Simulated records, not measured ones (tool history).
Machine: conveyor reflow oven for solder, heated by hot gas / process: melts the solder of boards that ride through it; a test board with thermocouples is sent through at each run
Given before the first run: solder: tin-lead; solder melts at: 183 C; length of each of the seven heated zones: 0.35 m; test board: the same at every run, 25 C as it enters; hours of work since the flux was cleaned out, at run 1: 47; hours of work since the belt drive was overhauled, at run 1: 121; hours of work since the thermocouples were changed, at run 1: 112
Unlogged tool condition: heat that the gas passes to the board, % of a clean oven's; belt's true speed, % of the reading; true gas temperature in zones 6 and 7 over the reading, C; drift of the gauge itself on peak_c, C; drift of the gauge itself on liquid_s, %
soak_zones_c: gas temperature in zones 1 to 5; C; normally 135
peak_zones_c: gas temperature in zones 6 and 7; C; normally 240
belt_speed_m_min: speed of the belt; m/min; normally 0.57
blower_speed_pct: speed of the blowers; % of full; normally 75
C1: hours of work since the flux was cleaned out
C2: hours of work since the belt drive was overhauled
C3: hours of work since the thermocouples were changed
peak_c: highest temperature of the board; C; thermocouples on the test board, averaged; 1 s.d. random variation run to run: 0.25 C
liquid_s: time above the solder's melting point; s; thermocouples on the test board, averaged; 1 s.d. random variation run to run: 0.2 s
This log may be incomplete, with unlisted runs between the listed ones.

{"run": 1, "hour": 0.0, "soak_zones_c": 135, "peak_zones_c": 240, "belt_speed_m_min": 0.57, "blower_speed_pct": 75, "C1": 47, "C2": 121, "C3": 112, "peak_c": 218, "liquid_s": 54.3}
{"run": 2, "hour": 11.5, "soak_zones_c": 135, "peak_zones_c": 240, "belt_speed_m_min": 0.57, "blower_speed_pct": 75, "C1": 53, "C2": 127, "C3": 118, "peak_c": 218.2, "liquid_s": 53.9}
{"run": 3, "hour": 18.5, "soak_zones_c": 135, "peak_zones_c": 240, "belt_speed_m_min": 0.57, "blower_speed_pct": 75, "C1": 57, "C2": 131, "C3": 122, "peak_c": 218.1, "liquid_s": 54.3}
{"run": 4, "hour": 27.9, "soak_zones_c": 135, "peak_zones_c": 240, "belt_speed_m_min": 0.57, "blower_speed_pct": 75, "C1": 62, "C2": 136, "C3": 127, "peak_c": 218.2, "liquid_s": 53.9}
{"run": 5, "hour": 33.6, "soak_zones_c": 135, "peak_zones_c": 240, "belt_speed_m_min": 0.57, "blower_speed_pct": 75, "C1": 65, "C2": 139, "C3": 130, "peak_c": 217.8, "liquid_s": 53.9}
{"run": 6, "hour": 38.5, "soak_zones_c": 124, "peak_zones_c": 240, "belt_speed_m_min": 0.57, "blower_speed_pct": 75, "C1": 67, "C2": 141, "C3": 133, "peak_c": 215.6, "liquid_s": 48.9}
{"run": 7, "hour": 47.9, "soak_zones_c": 124, "peak_zones_c": 240, "belt_speed_m_min": 0.57, "blower_speed_pct": 75, "C1": 72, "C2": 147, "C3": 138, "peak_c": 215.6, "liquid_s": 49.1}
{"run": 8, "hour": 58.8, "soak_zones_c": 126, "peak_zones_c": 240, "belt_speed_m_min": 0.57, "blower_speed_pct": 75, "C1": 78, "C2": 152, "C3": 144, "peak_c": 215.8, "liquid_s": 49.9}
{"run": 9, "hour": 67.9, "soak_zones_c": 126, "peak_zones_c": 240, "belt_speed_m_min": 0.57, "blower_speed_pct": 75, "C1": 83, "C2": 157, "C3": 149, "peak_c": 216.1, "liquid_s": 49.4}
{"run": 10, "hour": 79.0, "soak_zones_c": 126, "peak_zones_c": 240, "belt_speed_m_min": 0.57, "blower_speed_pct": 75, "C1": 89, "C2": 163, "C3": 155, "peak_c": 215.6, "liquid_s": 49.7}
{"run": 11, "hour": 86.5, "soak_zones_c": 126, "peak_zones_c": 240, "belt_speed_m_min": 0.57, "blower_speed_pct": 75, "C1": 93, "C2": 167, "C3": 159, "peak_c": 215.3, "liquid_s": 49.8}
{"run": 12, "hour": 97.9, "soak_zones_c": 126, "peak_zones_c": 240, "belt_speed_m_min": 0.57, "blower_speed_pct": 75, "C1": 100, "C2": 174, "C3": 165, "peak_c": 215.5, "liquid_s": 49.7}
{"run": 13, "hour": 103.6, "soak_zones_c": 126, "peak_zones_c": 240, "belt_speed_m_min": 0.57, "blower_speed_pct": 75, "C1": 103, "C2": 177, "C3": 168, "peak_c": 215.6, "liquid_s": 49.5}
{"run": 14, "hour": 114.6, "soak_zones_c": 126, "peak_zones_c": 235, "belt_speed_m_min": 0.57, "blower_speed_pct": 75, "C1": 109, "C2": 183, "C3": 174, "peak_c": 211.7, "liquid_s": 46}
{"run": 15, "hour": 121.4, "soak_zones_c": 126, "peak_zones_c": 235, "belt_speed_m_min": 0.57, "blower_speed_pct": 75, "C1": 112, "C2": 186, "C3": 177, "peak_c": 211.9, "liquid_s": 46.2}
{"run": 16, "hour": 128.1, "soak_zones_c": 126, "peak_zones_c": 235, "belt_speed_m_min": 0.57, "blower_speed_pct": 75, "C1": 116, "C2": 190, "C3": 181, "peak_c": 211.7, "liquid_s": 46}
{"run": 17, "hour": 139.4, "soak_zones_c": 135, "peak_zones_c": 240, "belt_speed_m_min": 0.57, "blower_speed_pct": 78, "C1": 122, "C2": 196, "C3": 187, "peak_c": 218.8, "liquid_s": 54.6}
{"run": 18, "hour": 150.1, "soak_zones_c": 135, "peak_zones_c": 240, "belt_speed_m_min": 0.466, "blower_speed_pct": 75, "C1": 128, "C2": 202, "C3": 193, "peak_c": 224.4, "liquid_s": 73.2}
{"run": 19, "hour": 159.2, "soak_zones_c": 146, "peak_zones_c": 240, "belt_speed_m_min": 0.587, "blower_speed_pct": 77, "C1": 133, "C2": 207, "C3": 198, "peak_c": 219.1, "liquid_s": 57.5}
{"run": 20, "hour": 166.2, "soak_zones_c": 146, "peak_zones_c": 240, "belt_speed_m_min": 0.587, "blower_speed_pct": 77, "C1": 137, "C2": 211, "C3": 202, "peak_c": 219.1, "liquid_s": 57.4}
{"run": 21, "hour": 176.3, "soak_zones_c": 121, "peak_zones_c": 240, "belt_speed_m_min": 0.587, "blower_speed_pct": 50, "C1": 142, "C2": 216, "C3": 207, "peak_c": 202.3, "liquid_s": 31.8}
{"run": 22, "hour": 186.2, "soak_zones_c": 121, "peak_zones_c": 240, "belt_speed_m_min": 0.644, "blower_speed_pct": 75, "C1": 147, "C2": 221, "C3": 213, "peak_c": 209.2, "liquid_s": 36.6}
{"run": 23, "hour": 191.3, "soak_zones_c": 137, "peak_zones_c": 240, "belt_speed_m_min": 0.644, "blower_speed_pct": 75, "C1": 150, "C2": 224, "C3": 215, "peak_c": 212.8, "liquid_s": 44.1}
{"run": 24, "hour": 198.9, "soak_zones_c": 137, "peak_zones_c": 231, "belt_speed_m_min": 0.604, "blower_speed_pct": 52, "C1": 154, "C2": 228, "C3": 219, "peak_c": 199.6, "liquid_s": 31.6}
{"run": 25, "hour": 209.3, "soak_zones_c": 135, "peak_zones_c": 255, "belt_speed_m_min": 0.596, "blower_speed_pct": 64, "C1": 160, "C2": 234, "C3": 225, "peak_c": 223.5, "liquid_s": 55.3}
{"run": 26, "hour": 219.9, "soak_zones_c": 135, "peak_zones_c": 255, "belt_speed_m_min": 0.596, "blower_speed_pct": 64, "C1": 166, "C2": 240, "C3": 231, "peak_c": 223.4, "liquid_s": 55.5}
{"run": 27, "hour": 229.3, "soak_zones_c": 135, "peak_zones_c": 255, "belt_speed_m_min": 0.676, "blower_speed_pct": 63, "C1": 171, "C2": 245, "C3": 236, "peak_c": 217, "liquid_s": 43.3}
{"run": 28, "hour": 241.0, "soak_zones_c": 135, "peak_zones_c": 255, "belt_speed_m_min": 0.676, "blower_speed_pct": 63, "C1": 177, "C2": 251, "C3": 242, "peak_c": 216.6, "liquid_s": 43.7}
{"run": 29, "hour": 246.0, "soak_zones_c": 149, "peak_zones_c": 238, "belt_speed_m_min": 0.623, "blower_speed_pct": 75, "C1": 180, "C2": 254, "C3": 245, "peak_c": 215.4, "liquid_s": 52.2}
{"run": 30, "hour": 257.2, "soak_zones_c": 149, "peak_zones_c": 238, "belt_speed_m_min": 0.623, "blower_speed_pct": 75, "C1": 186, "C2": 260, "C3": 251, "peak_c": 215.1, "liquid_s": 51.9}

Difference, measured minus no-hidden-state, one row per run. Run-to-run variation is common to both terms; the gauge's own scatter need not be:
run=1 peak_c=-0.9 liquid_s=-0.5
run=2 peak_c=-0.9 liquid_s=-0.5
run=3 peak_c=-0.9 liquid_s=-0.6
run=4 peak_c=-1 liquid_s=-0.6
run=5 peak_c=-1 liquid_s=-0.6
run=6 peak_c=-1 liquid_s=-0.7
run=7 peak_c=-1.1 liquid_s=-0.7
run=8 peak_c=-1.2 liquid_s=-0.7
run=9 peak_c=-1.2 liquid_s=-0.8
run=10 peak_c=-1.2 liquid_s=-0.8
run=11 peak_c=-1.3 liquid_s=-0.8
run=12 peak_c=-1.3 liquid_s=-0.8
run=13 peak_c=-1.3 liquid_s=-0.9
run=14 peak_c=-1.3 liquid_s=-1
run=15 peak_c=-1.3 liquid_s=-1
run=16 peak_c=-1.4 liquid_s=-1
run=17 peak_c=-1.4 liquid_s=-0.8
run=18 peak_c=-1.3 liquid_s=-0.6
run=19 peak_c=-1.4 liquid_s=-0.6
run=20 peak_c=-1.4 liquid_s=-0.7
run=21 peak_c=-1.3 liquid_s=-1.4
run=22 peak_c=-1.7 liquid_s=-1.3
run=23 peak_c=-1.6 liquid_s=-1.1
run=24 peak_c=-1.3 liquid_s=-1.6
run=25 peak_c=-1.6 liquid_s=-0.8
run=26 peak_c=-1.7 liquid_s=-0.8
run=27 peak_c=-1.7 liquid_s=-0.9
run=28 peak_c=-1.8 liquid_s=-1
run=29 peak_c=-1.7 liquid_s=-0.9
run=30 peak_c=-1.7 liquid_s=-1
